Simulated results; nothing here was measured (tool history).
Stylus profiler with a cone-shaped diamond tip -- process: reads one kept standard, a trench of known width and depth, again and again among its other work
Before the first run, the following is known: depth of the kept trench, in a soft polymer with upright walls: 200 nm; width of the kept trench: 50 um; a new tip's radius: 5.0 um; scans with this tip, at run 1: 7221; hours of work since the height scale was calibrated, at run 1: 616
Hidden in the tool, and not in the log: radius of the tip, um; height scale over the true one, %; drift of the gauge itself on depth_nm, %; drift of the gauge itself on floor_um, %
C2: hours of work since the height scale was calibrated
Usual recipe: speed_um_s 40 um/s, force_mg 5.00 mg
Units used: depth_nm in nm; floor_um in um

Run 1, hour 0.0: usual settings; scans with this tip 7221; C2 616. Result: depth_nm 203.22 nm, floor_um 46.67 um.
Run 2, hour 27.7: usual settings; scans with this tip 7461; C2 637. Result: depth_nm 203.25 nm, floor_um 46.58 um.
Run 3, hour 66.2: usual settings; scans with this tip 7795; C2 665. Result: depth_nm 203.15 nm, floor_um 46.58 um.
Run 4, hour 94.3: usual settings; scans with this tip 8037; C2 686. Result: depth_nm 203.19 nm, floor_um 46.56 um.
Run 5, hour 131.7: usual settings; scans with this tip 8361; C2 714. Result: depth_nm 203.14 nm, floor_um 46.56 um.
Run 6, hour 163.7: usual settings; scans with this tip 8638; C2 737. Result: depth_nm 203.20 nm, floor_um 46.47 um.
At hour 167.6: height scale calibrated on a step standard.
Run 7, hour 200.3: usual settings but force_mg 4.70 mg; scans with this tip 8950; C2 24. Result: depth_nm 202.68 nm, floor_um 46.56 um.
Run 8, hour 223.4: usual settings but force_mg 4.70 mg; scans with this tip 9150; C2 41. Result: depth_nm 202.65 nm, floor_um 46.52 um.
Run 9, hour 244.3: usual settings but force_mg 4.70 mg; scans with this tip 9331; C2 57. Result: depth_nm 202.68 nm, floor_um 46.49 um.
Run 10, hour 283.6: usual settings but speed_um_s 32 um/s, force_mg 14.88 mg; scans with this tip 9671; C2 86. Result: depth_nm 206.60 nm, floor_um 46.56 um.
Run 11, hour 309.6: usual settings but speed_um_s 32 um/s, force_mg 14.88 mg; scans with this tip 9897; C2 105. Result: depth_nm 206.64 nm, floor_um 46.57 um.
Run 12, hour 355.5: usual settings but speed_um_s 50 um/s, force_mg 2.47 mg; scans with this tip 10294; C2 139. Result: depth_nm 201.39 nm, floor_um 46.40 um.
Run 13, hour 376.7: usual settings but speed_um_s 50 um/s, force_mg 2.47 mg; scans with this tip 10477; C2 154. Result: depth_nm 201.44 nm, floor_um 46.34 um.
At hour 386.5: height scale calibrated on a step standard, once more.
Run 14, hour 422.3: usual settings but speed_um_s 46 um/s, force_mg 1.78 mg; scans with this tip 10868; C2 26. Result: depth_nm 201.78 nm, floor_um 46.31 um.
Run 15, hour 463.1: usual settings but speed_um_s 26 um/s, force_mg 7.60 mg; scans with this tip 11221; C2 57. Result: depth_nm 204.72 nm, floor_um 46.47 um.

Alternative continuations, all from the tool just after run 15; predict every row:
Run A, hour 509.3: usual settings but speed_um_s 57 um/s, force_mg 11.20 mg; scans with this tip 11621; C2 91. Result: depth_nm ?, floor_um ?.
Run B, hour 509.3: usual settings but speed_um_s 16 um/s, force_mg 4.61 mg; scans with this tip 11621; C2 91. Result: depth_nm ?, floor_um ?.
Run C, hour 509.3: usual settings but force_mg 1.68 mg; scans with this tip 11621; C2 91. Result: depth_nm ?, floor_um ?.
Run D, hour 509.3: usual settings but speed_um_s 28 um/s; scans with this tip 11621; C2 91. Result: depth_nm ?, floor_um ?.

run  depth_nm  floor_um
  A    206.07     46.33
  B    203.30     46.41
  C    201.63     46.27
  D    203.45     46.42
Take away the tool's hidden state, keep each run's random variation, and the runs would have read:
run  depth_nm  floor_um
  A    206.08     47.05
  B    203.31     47.13
  C    201.64     46.99
  D    203.46     47.14

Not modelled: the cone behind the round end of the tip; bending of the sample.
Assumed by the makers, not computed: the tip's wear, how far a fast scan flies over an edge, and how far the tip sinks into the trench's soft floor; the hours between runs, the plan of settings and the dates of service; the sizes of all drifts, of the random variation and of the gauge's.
